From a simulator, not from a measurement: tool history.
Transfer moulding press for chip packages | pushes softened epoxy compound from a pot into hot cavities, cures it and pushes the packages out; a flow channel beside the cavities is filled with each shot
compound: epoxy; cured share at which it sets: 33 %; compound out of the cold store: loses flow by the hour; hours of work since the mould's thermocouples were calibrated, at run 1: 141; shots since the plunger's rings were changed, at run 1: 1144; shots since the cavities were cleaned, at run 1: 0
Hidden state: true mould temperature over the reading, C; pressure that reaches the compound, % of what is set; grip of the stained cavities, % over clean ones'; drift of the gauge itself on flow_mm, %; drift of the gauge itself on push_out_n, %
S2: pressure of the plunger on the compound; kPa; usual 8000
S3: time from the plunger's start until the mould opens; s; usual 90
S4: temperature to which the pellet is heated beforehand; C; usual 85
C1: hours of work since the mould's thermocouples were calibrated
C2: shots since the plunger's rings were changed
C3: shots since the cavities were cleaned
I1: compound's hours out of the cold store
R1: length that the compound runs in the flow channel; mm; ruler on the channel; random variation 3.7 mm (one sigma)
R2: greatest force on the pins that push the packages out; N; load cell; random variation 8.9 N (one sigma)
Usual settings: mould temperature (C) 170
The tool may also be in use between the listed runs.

Run 1, hour 0: usual settings; C1 141; C2 1144; C3 0; I1 20.2. Result: R1 877 mm, R2 406 N.
Run 2, hour 12.3: usual settings; C1 147; C2 1266; C3 122; I1 45.5. Result: R1 768 mm, R2 473 N.
Run 3, hour 24: usual settings but S3 103 s; C1 152; C2 1382; C3 238; I1 44.5. Result: R1 766 mm, R2 445 N.
Run 4, hour 38.5: usual settings but S3 103 s; C1 159; C2 1527; C3 383; I1 20.2. Result: R1 864 mm, R2 500 N.
Run 5, hour 55.7: usual settings but S3 103 s; C1 167; C2 1697; C3 553; I1 36.3. Result: R1 789 mm, R2 528 N.
At hour 66.8: cavities cleaned with cleaning compound and waxed.
Run 6, hour 69.7: usual settings but S3 103 s; C1 173; C2 1822; C3 29; I1 23.2. Result: R1 847 mm, R2 611 N.
Run 7, hour 84: usual settings but S4 94 C; C1 179; C2 1964; C3 171; I1 12. Result: R1 894 mm, R2 765 N.
Run 8, hour 97.9: usual settings but S4 94 C; C1 186; C2 2102; C3 309; I1 19.1. Result: R1 864 mm, R2 735 N.
Run 9, hour 108.4: usual settings but S2 9390 kPa; C1 191; C2 2207; C3 414; I1 20.6. Result: R1 934 mm, R2 782 N.
Run 10, hour 118.3: usual settings but S3 119 s; C1 195; C2 2305; C3 512; I1 25.1. Result: R1 836 mm, R2 632 N.
At hour 134.1: cavities cleaned with cleaning compound and waxed.
Run 11, hour 138: usual settings but S3 119 s; C1 204; C2 2485; C3 38; I1 34.8. Result: R1 795 mm, R2 350 N.
Run 12, hour 154.9: usual settings; C1 212; C2 2653; C3 206; I1 37.3. Result: R1 782 mm, R2 480 N.
At hour 161.7: cavities cleaned with cleaning compound and waxed, once more.
Run 13, hour 167.8: usual settings; C1 217; C2 2766; C3 60; I1 13.1. Result: R1 889 mm, R2 461 N.
Run 14, hour 176.3: usual settings but mould temperature (C) 177; C1 221; C2 2852; C3 146; I1 31.6. Result: R1 779 mm, R2 395 N.
Run 15, hour 190.4: usual settings but mould temperature (C) 168, S4 86 C; C1 227; C2 2991; C3 285; I1 25.9. Result: R1 838 mm, R2 606 N.
Run 16, hour 203.2: usual settings but mould temperature (C) 168, S4 86 C; C1 233; C2 3118; C3 412; I1 43.7. Result: R1 766 mm, R2 633 N.
Run 17, hour 217.9: usual settings but S2 8090 kPa, S3 94 s, S4 76 C; C1 240; C2 3264; C3 558; I1 18.2. Result: R1 857 mm, R2 624 N.
At hour 228.9: cavities cleaned with cleaning compound and waxed.
Run 18, hour 236.4: usual settings but S2 7800 kPa; C1 248; C2 3434; C3 75; I1 35. Result: R1 778 mm, R2 446 N.
Run 19, hour 245: usual settings but S2 7800 kPa; C1 252; C2 3519; C3 160; I1 32.8. Result: R1 783 mm, R2 499 N.
Run 20, hour 257.2: usual settings but mould temperature (C) 171, S2 6520 kPa, S3 110 s, S4 86 C; C1 258; C2 3640; C3 281; I1 18.7. Result: R1 764 mm, R2 437 N.
Run 21, hour 267.1: usual settings but mould temperature (C) 167, S4 82 C; C1 262; C2 3738; C3 379; I1 37.2. Result: R1 783 mm, R2 682 N.
At hour 282.3: plunger's sealing rings changed.
Run 22, hour 287.8: usual settings but mould temperature (C) 172; C1 271; C2 55; C3 560; I1 25.4. Result: R1 846 mm, R2 567 N.
At hour 297.7: cavities cleaned with cleaning compound and waxed.
Run 23, hour 305.6: usual settings but mould temperature (C) 172, S4 83 C; C1 278; C2 217; C3 78; I1 17.9. Result: R1 880 mm, R2 418 N.
Run 24, hour 326.1: usual settings but mould temperature (C) 175, S3 112 s, S4 81 C; C1 288; C2 420; C3 281; I1 10.2. Result: R1 901 mm, R2 435 N.
Run 25, hour 339.9: usual settings but mould temperature (C) 162, S2 6940 kPa; C1 294; C2 557; C3 418; I1 38.2. Result: R1 772 mm, R2 974 N.
Run 26, hour 357.8: usual settings but mould temperature (C) 171, S2 7850 kPa, S3 88 s, S4 78 C; C1 303; C2 736; C3 597; I1 9.6. Result: R1 912 mm, R2 671 N.
At hour 364.3: cavities cleaned with cleaning compound and waxed.
Run 27, hour 368.2: usual settings but mould temperature (C) 164, S2 7850 kPa, S3 88 s, S4 77 C; C1 307; C2 824; C3 38; I1 42.2. Result: R1 794 mm, R2 669 N.
Run 28, hour 388.6: usual settings but mould temperature (C) 164, S2 7850 kPa, S3 88 s, S4 77 C; C1 316; C2 1027; C3 241; I1 34.7. Result: R1 826 mm, R2 847 N.

Forecast each of these 5 alternatives for the next run:
Run A, hour 401.4: usual settings but mould temperature (C) 164, S2 8370 kPa, S3 84 s, S4 77 C; C1 322; C2 1154; C3 368; I1 35.4. Result: R1 ?, R2 ?.
Run B, hour 401.4: usual settings but S3 71 s; C1 322; C2 1154; C3 368; I1 35.8. Result: R1 ?, R2 ?.
Run C, hour 401.4: usual settings but mould temperature (C) 174, S2 6300 kPa, S3 120 s; C1 322; C2 1154; C3 368; I1 20.1. Result: R1 ?, R2 ?.
Run D, hour 401.4: usual settings but mould temperature (C) 164, S2 6190 kPa, S3 88 s, S4 78 C; C1 322; C2 1154; C3 368; I1 46.6. Result: R1 ?, R2 ?.
Run E, hour 401.4: usual settings but mould temperature (C) 164, S2 7850 kPa, S3 89 s, S4 77 C; C1 322; C2 1154; C3 368; I1 25. Result: R1 ?, R2 ?.

run   R1   R2
  A  848  995
  B  800  880
  C  755  465
  D  685  847
  E  861  899
Without the tool's hidden state the same runs would have given:
run   R1   R2
  A  864  728
  B  814  643
  C  769  329
  D  697  619
  E  876  659
